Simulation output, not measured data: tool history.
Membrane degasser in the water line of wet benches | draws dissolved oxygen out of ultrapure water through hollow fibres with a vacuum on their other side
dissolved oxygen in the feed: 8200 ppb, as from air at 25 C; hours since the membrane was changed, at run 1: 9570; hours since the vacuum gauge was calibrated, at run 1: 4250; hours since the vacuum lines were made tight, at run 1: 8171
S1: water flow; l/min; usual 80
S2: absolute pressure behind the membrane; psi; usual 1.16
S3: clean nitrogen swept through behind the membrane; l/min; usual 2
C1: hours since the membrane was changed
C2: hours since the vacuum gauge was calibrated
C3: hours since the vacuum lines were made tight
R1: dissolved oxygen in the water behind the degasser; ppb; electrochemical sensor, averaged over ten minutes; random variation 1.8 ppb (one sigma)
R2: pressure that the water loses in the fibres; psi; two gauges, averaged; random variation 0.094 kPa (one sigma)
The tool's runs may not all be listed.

{"run": 1, "hour": 0.0, "S1": 80, "S2": 1.16, "S3": 2, "C1": 9570, "C2": 4250, "C3": 8171, "R1": 450.8, "R2": 4.895}
{"run": 2, "hour": 298.8, "S1": 80, "S2": 1.16, "S3": 2, "C1": 9869, "C2": 4549, "C3": 8469, "R1": 451.7, "R2": 4.904}
{"run": 3, "hour": 492.9, "S1": 80, "S2": 1.16, "S3": 2, "C1": 10063, "C2": 4743, "C3": 8664, "R1": 456.6, "R2": 4.907}
{"run": 4, "hour": 754.8, "S1": 80, "S2": 1.16, "S3": 2, "C1": 10325, "C2": 5005, "C3": 8926, "R1": 451.5, "R2": 4.894}
{"run": 5, "hour": 1017.6, "S1": 80, "S2": 1.16, "S3": 2, "C1": 10588, "C2": 5268, "C3": 9188, "R1": 452.7, "R2": 4.892}
{"run": 6, "hour": 1177.2, "S1": 80, "S2": 1.16, "S3": 2, "C1": 10748, "C2": 5428, "C3": 9348, "R1": 452.3, "R2": 4.896}
{"run": 7, "hour": 1331.8, "S1": 80, "S2": 1.16, "S3": 2, "C1": 10902, "C2": 5582, "C3": 9502, "R1": 453.3, "R2": 4.885}
{"run": 8, "hour": 1578.6, "S1": 80, "S2": 1.16, "S3": 2, "C1": 11149, "C2": 5829, "C3": 9749, "R1": 449.9, "R2": 4.878}
{"run": 9, "hour": 1745.6, "S1": 80, "S2": 1.16, "S3": 2, "C1": 11316, "C2": 5996, "C3": 9916, "R1": 452, "R2": 4.846}
{"run": 10, "hour": 1956.6, "S1": 80, "S2": 2.057, "S3": 2, "C1": 11527, "C2": 6207, "C3": 10127, "R1": 888, "R2": 4.869}
{"run": 11, "hour": 2243.4, "S1": 80, "S2": 2.057, "S3": 2, "C1": 11814, "C2": 6494, "C3": 10414, "R1": 889.6, "R2": 4.886}
{"run": 12, "hour": 2509.7, "S1": 80, "S2": 0.966, "S3": 2, "C1": 12080, "C2": 6760, "C3": 10680, "R1": 355, "R2": 4.87}
{"run": 13, "hour": 2637.9, "S1": 68, "S2": 1.16, "S3": 2, "C1": 12208, "C2": 6888, "C3": 10809, "R1": 380.1, "R2": 4.139}
{"run": 14, "hour": 2826.9, "S1": 80, "S2": 1.16, "S3": 2, "C1": 12397, "C2": 7077, "C3": 10998, "R1": 450.3, "R2": 4.882}
{"hour": 2963.4, "done": "vacuum gauge calibrated"}
{"run": 15, "hour": 3032.0, "S1": 80, "S2": 1.16, "S3": 2, "C1": 12602, "C2": 69, "C3": 11202, "R1": 450.5, "R2": 4.872}
{"run": 16, "hour": 3229.7, "S1": 80, "S2": 1.16, "S3": 2, "C1": 12800, "C2": 266, "C3": 11400, "R1": 452.7, "R2": 4.843}
{"run": 17, "hour": 3479.6, "S1": 80, "S2": 1.323, "S3": 3.88, "C1": 13049, "C2": 516, "C3": 11650, "R1": 347.9, "R2": 4.867}
{"run": 18, "hour": 3619.3, "S1": 54, "S2": 1.16, "S3": 2, "C1": 13189, "C2": 656, "C3": 11790, "R1": 300.9, "R2": 3.292}
{"run": 19, "hour": 3885.8, "S1": 54, "S2": 1.16, "S3": 2, "C1": 13456, "C2": 922, "C3": 12056, "R1": 297.1, "R2": 3.269}
{"run": 20, "hour": 4172.9, "S1": 62, "S2": 1.16, "S3": 3.93, "C1": 13743, "C2": 1210, "C3": 12343, "R1": 213.1, "R2": 3.78}
{"run": 21, "hour": 4462.0, "S1": 80, "S2": 1.481, "S3": 4.81, "C1": 14032, "C2": 1499, "C3": 12632, "R1": 340.8, "R2": 4.865}
{"hour": 4583.5, "done": "seals of the vacuum lines changed"}
{"run": 22, "hour": 4734.3, "S1": 48, "S2": 1.329, "S3": 2.34, "C1": 14302, "C2": 1769, "C3": 151, "R1": 286.1, "R2": 2.901}
{"run": 23, "hour": 4998.2, "S1": 81, "S2": 1.16, "S3": 4.37, "C1": 14566, "C2": 2033, "C3": 415, "R1": 283, "R2": 4.912}
{"run": 24, "hour": 5271.4, "S1": 67, "S2": 1.16, "S3": 1.14, "C1": 14839, "C2": 2306, "C3": 688, "R1": 541.8, "R2": 4.055}
{"run": 25, "hour": 5564.7, "S1": 67, "S2": 1.16, "S3": 1.14, "C1": 15133, "C2": 2599, "C3": 981, "R1": 541.8, "R2": 4.048}
{"run": 26, "hour": 5830.9, "S1": 67, "S2": 1.285, "S3": 2.06, "C1": 15399, "C2": 2866, "C3": 1247, "R1": 419.8, "R2": 4.035}
{"run": 27, "hour": 6140.2, "S1": 80, "S2": 1.207, "S3": 2, "C1": 15708, "C2": 3175, "C3": 1557, "R1": 474.1, "R2": 4.812}

Forecast run 28:
{"run": 28, "hour": 6382.7, "S1": 80, "S2": 1.16, "S3": 2.91, "C1": 15951, "C2": 3417, "C3": 1799, "R1": "?", "R2": "?"}

R1: 357.4 ppb
R2: 4.841 psi
Without the tool's hidden state the same run would have given R1 357 ppb, R2 4.908 psi.
